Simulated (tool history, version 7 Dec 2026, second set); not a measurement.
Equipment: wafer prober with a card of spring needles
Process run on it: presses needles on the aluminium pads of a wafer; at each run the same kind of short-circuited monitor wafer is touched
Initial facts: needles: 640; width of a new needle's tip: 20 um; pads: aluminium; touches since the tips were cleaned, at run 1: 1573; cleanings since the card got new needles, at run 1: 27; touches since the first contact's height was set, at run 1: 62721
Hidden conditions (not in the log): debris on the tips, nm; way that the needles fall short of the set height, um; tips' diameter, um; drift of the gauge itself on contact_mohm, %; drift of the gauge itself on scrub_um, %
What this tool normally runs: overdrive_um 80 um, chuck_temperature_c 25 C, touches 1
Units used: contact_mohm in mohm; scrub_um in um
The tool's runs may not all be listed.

| run | hour | overdrive_um | chuck_temperature_c | touches | touches since the tips were cleaned | cleanings since the card got new needles | touches since the first contact's height was set | contact_mohm | scrub_um |
|---|---|---|---|---|---|---|---|---|---|
| 1 | 0 | 80 | 25 | 1 | 1573 | 27 | 62721 | 181 | 18.19 |
|  | 1 | tips cleaned on abrasive film |
|  | 4.8 | tips cleaned on abrasive film |
|  | 9.5 | tips cleaned on abrasive film |
|  | 14.2 | tips cleaned on abrasive film |
|  | 18.1 | tips cleaned on abrasive film |
| 2 | 18.1 | 80 | 25 | 1 | 0 | 32 | 72169 | 154 | 18.24 |
|  | 22.8 | tips cleaned on abrasive film |
|  | 26.6 | tips cleaned on abrasive film |
| 3 | 30.1 | 79 | 25 | 1 | 1877 | 34 | 78500 | 192 | 17.99 |
|  | 31.1 | tips cleaned on abrasive film |
|  | 34.9 | tips cleaned on abrasive film |
|  | 39.5 | tips cleaned on abrasive film |
|  | 40.7 | height of the first contact set anew |
|  | 44.5 | tips cleaned on abrasive film |
|  | 49.1 | tips cleaned on abrasive film |
| 4 | 49.1 | 80 | 59 | 1 | 7 | 39 | 4436 | 164 | 18.57 |
|  | 53 | tips cleaned on abrasive film |
|  | 56.8 | tips cleaned on abrasive film |
|  | 61.4 | tips cleaned on abrasive film |
|  | 65.5 | tips cleaned on abrasive film |
| 5 | 65.5 | 80 | 59 | 1 | 0 | 43 | 13001 | 161 | 18.53 |
|  | 70.1 | tips cleaned on abrasive film |
|  | 73.9 | tips cleaned on abrasive film |
| 6 | 76.9 | 80 | 59 | 1 | 1611 | 45 | 19033 | 189 | 18.45 |
|  | 77.9 | tips cleaned on abrasive film |
|  | 79 | tips cleaned on abrasive film, once more |
|  | 83.7 | tips cleaned on abrasive film |
|  | 88.3 | tips cleaned on abrasive film |
|  | 92.9 | tips cleaned on abrasive film |
| 7 | 96.4 | 80 | 111 | 1 | 1868 | 50 | 29221 | 198 | 18.44 |
|  | 97.4 | tips cleaned on abrasive film |
|  | 101.2 | tips cleaned on abrasive film |
|  | 105.9 | tips cleaned on abrasive film |
| 8 | 106.9 | 80 | 111 | 1 | 557 | 53 | 34727 | 181 | 18.46 |
|  | 109.8 | tips cleaned on abrasive film |
|  | 114.5 | tips cleaned on abrasive film |
|  | 119.1 | tips cleaned on abrasive film |
|  | 123.8 | tips cleaned on abrasive film |
| 9 | 125.9 | 80 | 25 | 1 | 1120 | 57 | 44698 | 179 | 18.4 |
|  | 127.8 | tips cleaned on abrasive film |
|  | 132.5 | tips cleaned on abrasive film |
|  | 137.2 | tips cleaned on abrasive film |
|  | 141.3 | tips cleaned on abrasive film |
| 10 | 141.3 | 95 | 25 | 1 | 0 | 61 | 52786 | 155 | 21.94 |
|  | 145.9 | tips cleaned on abrasive film |
|  | 150.6 | tips cleaned on abrasive film |
| 11 | 152.4 | 95 | 25 | 1 | 938 | 63 | 58619 | 167 | 21.82 |
|  | 155.2 | tips cleaned on abrasive film |
|  | 159.8 | tips cleaned on abrasive film |
|  | 164.3 | tips cleaned on abrasive film |
|  | 168.9 | tips cleaned on abrasive film |
| 12 | 171.8 | 62 | 25 | 1 | 1532 | 67 | 68819 | 201 | 14.09 |
|  | 172.7 | tips cleaned on abrasive film |
|  | 176.5 | tips cleaned on abrasive film |
|  | 180.6 | tips cleaned on abrasive film |
| 13 | 180.6 | 62 | 25 | 1 | 0 | 70 | 73406 | 161 | 14.13 |
|  | 185.3 | tips cleaned on abrasive film |
|  | 189.1 | tips cleaned on abrasive film |
|  | 193.8 | tips cleaned on abrasive film |
| 14 | 196.6 | 65 | 106 | 1 | 1522 | 73 | 81857 | 214 | 14.63 |
|  | 197.6 | tips cleaned on abrasive film |
|  | 200.7 | height of the first contact set anew |
|  | 201.7 | tips cleaned on abrasive film |
|  | 205.5 | tips cleaned on abrasive film |
| 15 | 205.9 | 65 | 106 | 1 | 194 | 76 | 2669 | 180 | 15.15 |
|  | 209.6 | tips cleaned on abrasive film |
|  | 214.4 | tips cleaned on abrasive film |
|  | 219.1 | tips cleaned on abrasive film |
| 16 | 222.3 | 87 | 39 | 2 | 1767 | 79 | 11366 | 171 | 20.34 |
|  | 223.4 | tips cleaned on abrasive film |
|  | 228 | tips cleaned on abrasive film |
|  | 232.7 | tips cleaned on abrasive film |
| 17 | 233.2 | 80 | 39 | 1 | 276 | 82 | 17024 | 165 | 18.54 |
|  | 237 | tips cleaned on abrasive film |
|  | 240.7 | tips cleaned on abrasive film |
|  | 245.4 | tips cleaned on abrasive film |
|  | 249.2 | tips cleaned on abrasive film |
| 18 | 250.6 | 60 | 25 | 1 | 712 | 86 | 26150 | 189 | 13.74 |
|  | 253.4 | tips cleaned on abrasive film |
|  | 257.2 | tips cleaned on abrasive film |
|  | 261.9 | tips cleaned on abrasive film |
|  | 265.7 | tips cleaned on abrasive film |
| 19 | 268.9 | 62 | 25 | 1 | 1729 | 90 | 35794 | 210 | 14.29 |
|  | 269.9 | tips cleaned on abrasive film |
|  | 274.6 | tips cleaned on abrasive film |
|  | 278.4 | tips cleaned on abrasive film |
|  | 283.1 | tips cleaned on abrasive film |
|  | 287.7 | tips cleaned on abrasive film |
| 20 | 289.7 | 62 | 46 | 2 | 1055 | 95 | 46701 | 182 | 14.24 |
|  | 291.6 | tips cleaned on abrasive film |
|  | 296.3 | tips cleaned on abrasive film |
|  | 301 | tips cleaned on abrasive film |
| 21 | 302.5 | 62 | 46 | 2 | 800 | 98 | 53417 | 185 | 14.19 |
|  | 305.4 | tips cleaned on abrasive film |
|  | 309.1 | tips cleaned on abrasive film |
|  | 313.8 | tips cleaned on abrasive film |
| 22 | 315.6 | 62 | 46 | 2 | 960 | 101 | 60315 | 179 | 14.09 |
|  | 318.5 | tips cleaned on abrasive film |
|  | 322.3 | tips cleaned on abrasive film |
|  | 326.9 | tips cleaned on abrasive film |
|  | 330.7 | tips cleaned on abrasive film |
| 23 | 331.9 | 80 | 38 | 2 | 659 | 105 | 68848 | 165 | 18.25 |
|  | 334.8 | tips cleaned on abrasive film |
|  | 338.6 | tips cleaned on abrasive film |
|  | 343.3 | tips cleaned on abrasive film |
|  | 347 | tips cleaned on abrasive film |
| 24 | 350.1 | 80 | 38 | 2 | 1660 | 109 | 78428 | 177 | 18.19 |
|  | 351.2 | tips cleaned on abrasive film |
|  | 354.9 | tips cleaned on abrasive film |
|  | 359.6 | tips cleaned on abrasive film |
|  | 360.9 | height of the first contact set anew |
|  | 364.6 | tips cleaned on abrasive film |
|  | 369.3 | tips cleaned on abrasive film |
| 25 | 371 | 78 | 72 | 2 | 895 | 114 | 5349 | 178 | 18.1 |
|  | 373.9 | tips cleaned on abrasive film |
|  | 377.7 | tips cleaned on abrasive film |
|  | 382.3 | tips cleaned on abrasive film |
|  | 386.1 | tips cleaned on abrasive film |
| 26 | 389.2 | 78 | 72 | 2 | 1655 | 118 | 14890 | 183 | 18.02 |

How would selected steps in contact_mohm from run to run divide? Give the signed amount a tool lacking its hidden state would still show from settings, what came in and random variation, and the signed amount left for the hidden state, including any gauge scatter that is not in both of the compared results.
Run 12 -> 13: tips cleaned on abrasive film, tips cleaned on abrasive film, tips cleaned on abrasive film. contact_mohm -40 mohm: hidden state -41, all else +1.
Run 13 -> 14: overdrive_um 62 -> 65, chuck_temperature_c 25 -> 106, tips cleaned on abrasive film, tips cleaned on abrasive film, tips cleaned on abrasive film. contact_mohm +53 mohm: hidden state +38, all else +15.
